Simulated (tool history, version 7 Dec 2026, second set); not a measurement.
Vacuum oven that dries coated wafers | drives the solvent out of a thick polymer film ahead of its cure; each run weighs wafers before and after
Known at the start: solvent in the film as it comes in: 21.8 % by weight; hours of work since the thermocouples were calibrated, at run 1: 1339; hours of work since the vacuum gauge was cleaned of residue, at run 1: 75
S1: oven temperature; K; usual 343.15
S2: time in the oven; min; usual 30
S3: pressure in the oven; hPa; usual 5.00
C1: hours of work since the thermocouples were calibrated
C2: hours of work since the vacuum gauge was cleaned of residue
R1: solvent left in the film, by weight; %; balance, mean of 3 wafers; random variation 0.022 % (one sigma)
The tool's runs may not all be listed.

run 1 hour=0.0 | S1=343.15 S2=30 S3=5.00 | C1=1339 C2=75 | R1=2.58
run 2 hour=13.2 | S1=343.15 S2=30 S3=3.03 | C1=1346 C2=82 | R1=2.54
run 3 hour=36.5 | S1=343.15 S2=30 S3=3.03 | C1=1360 C2=96 | R1=2.53
run 4 hour=48.5 | S1=343.15 S2=30 S3=5.00 | C1=1367 C2=103 | R1=2.60
run 5 hour=60.2 | S1=343.15 S2=30 S3=5.00 | C1=1374 C2=109 | R1=2.57
run 6 hour=79.7 | S1=343.15 S2=30 S3=5.00 | C1=1385 C2=121 | R1=2.59
run 7 hour=95.0 | S1=343.15 S2=30 S3=5.00 | C1=1394 C2=130 | R1=2.62
run 8 hour=113.4 | S1=343.15 S2=30 S3=5.00 | C1=1405 C2=140 | R1=2.58
run 9 hour=126.3 | S1=343.15 S2=30 S3=12.46 | C1=1412 C2=148 | R1=2.88
run 10 hour=136.0 | S1=343.15 S2=30 S3=4.53 | C1=1418 C2=153 | R1=2.56
run 11 hour=158.9 | S1=343.15 S2=30 S3=4.53 | C1=1431 C2=167 | R1=2.55
run 12 hour=169.7 | S1=343.15 S2=30 S3=4.53 | C1=1437 C2=173 | R1=2.52
run 13 hour=181.2 | S1=343.15 S2=30 S3=4.53 | C1=1444 C2=180 | R1=2.58
run 14 hour=203.9 | S1=343.15 S2=30 S3=4.53 | C1=1457 C2=193 | R1=2.57
run 15 hour=214.8 | S1=358.15 S2=30 S3=5.00 | C1=1463 C2=199 | R1=0.45
run 16 hour=227.1 | S1=358.15 S2=30 S3=5.00 | C1=1471 C2=206 | R1=0.46
run 17 hour=245.3 | S1=358.15 S2=30 S3=7.06 | C1=1481 C2=217 | R1=0.52
run 18 hour=266.6 | S1=358.15 S2=30 S3=7.06 | C1=1494 C2=229 | R1=0.49
run 19 hour=282.0 | S1=340.15 S2=30 S3=5.00 | C1=1502 C2=238 | R1=3.38
run 20 hour=302.7 | S1=340.15 S2=28 S3=5.00 | C1=1514 C2=250 | R1=3.77
run 21 hour=316.7 | S1=340.15 S2=28 S3=5.00 | C1=1523 C2=258 | R1=3.74
run 22 hour=335.4 | S1=340.15 S2=20 S3=5.00 | C1=1533 C2=269 | R1=5.76
-- hour=352.0 oven's thermocouples calibrated
run 23 hour=357.8 | S1=343.15 S2=30 S3=7.91 | C1=3 C2=281 | R1=3.09
run 24 hour=378.8 | S1=343.15 S2=30 S3=7.91 | C1=16 C2=293 | R1=3.09
run 25 hour=395.4 | S1=350.15 S2=15 S3=11.98 | C1=25 C2=303 | R1=5.08
run 26 hour=413.6 | S1=340.15 S2=51 S3=5.00 | C1=36 C2=313 | R1=1.45
run 27 hour=425.1 | S1=340.15 S2=51 S3=5.00 | C1=42 C2=320 | R1=1.44
run 28 hour=443.1 | S1=340.15 S2=42 S3=5.88 | C1=53 C2=331 | R1=2.21
run 29 hour=452.7 | S1=339.15 S2=42 S3=3.27 | C1=58 C2=336 | R1=2.28
run 30 hour=468.2 | S1=340.15 S2=27 S3=8.14 | C1=67 C2=345 | R1=4.46
run 31 hour=489.0 | S1=330.15 S2=17 S3=15.80 | C1=80 C2=357 | R1=11.10
run 32 hour=502.7 | S1=350.15 S2=34 S3=15.80 | C1=87 C2=365 | R1=1.47
run 33 hour=522.1 | S1=350.15 S2=34 S3=15.80 | C1=99 C2=376 | R1=1.48
run 34 hour=543.3 | S1=350.15 S2=34 S3=15.80 | C1=111 C2=389 | R1=1.45
run 35 hour=554.9 | S1=350.15 S2=34 S3=15.80 | C1=118 C2=395 | R1=1.47
run 36 hour=572.0 | S1=350.15 S2=34 S3=15.80 | C1=128 C2=405 | R1=1.48
run 37 hour=594.8 | S1=350.15 S2=34 S3=15.80 | C1=141 C2=419 | R1=1.47
run 38 hour=605.1 | S1=357.15 S2=18 S3=5.00 | C1=147 C2=425 | R1=2.08
run 39 hour=617.6 | S1=357.15 S2=18 S3=5.00 | C1=154 C2=432 | R1=2.06
run 40 hour=635.1 | S1=357.15 S2=18 S3=5.00 | C1=164 C2=442 | R1=2.11
run 41 hour=655.0 | S1=343.15 S2=18 S3=5.00 | C1=176 C2=454 | R1=5.92

The same runs without the tool's hidden state, with the same run-to-run variation:
The hidden state here: true wafer temperature over the reading, C; true pressure over the reading, kPa; drift of the gauge itself on solvent_pct, %.
run=1 R1=2.93
run=2 R1=2.88
run=3 R1=2.87
run=4 R1=2.94
run=5 R1=2.92
run=6 R1=2.94
run=7 R1=2.97
run=8 R1=2.93
run=9 R1=3.24
run=10 R1=2.91
run=11 R1=2.89
run=12 R1=2.87
run=13 R1=2.92
run=14 R1=2.91
run=15 R1=0.53
run=16 R1=0.54
run=17 R1=0.59
run=18 R1=0.56
run=19 R1=3.78
run=20 R1=4.18
run=21 R1=4.16
run=22 R1=6.23
run=23 R1=3.06
run=24 R1=3.06
run=25 R1=5.08
run=26 R1=1.39
run=27 R1=1.39
run=28 R1=2.17
run=29 R1=2.23
run=30 R1=4.44
run=31 R1=11.08
run=32 R1=1.44
run=33 R1=1.45
run=34 R1=1.42
run=35 R1=1.44
run=36 R1=1.45
run=37 R1=1.43
run=38 R1=2.08
run=39 R1=2.05
run=40 R1=2.10
run=41 R1=5.92
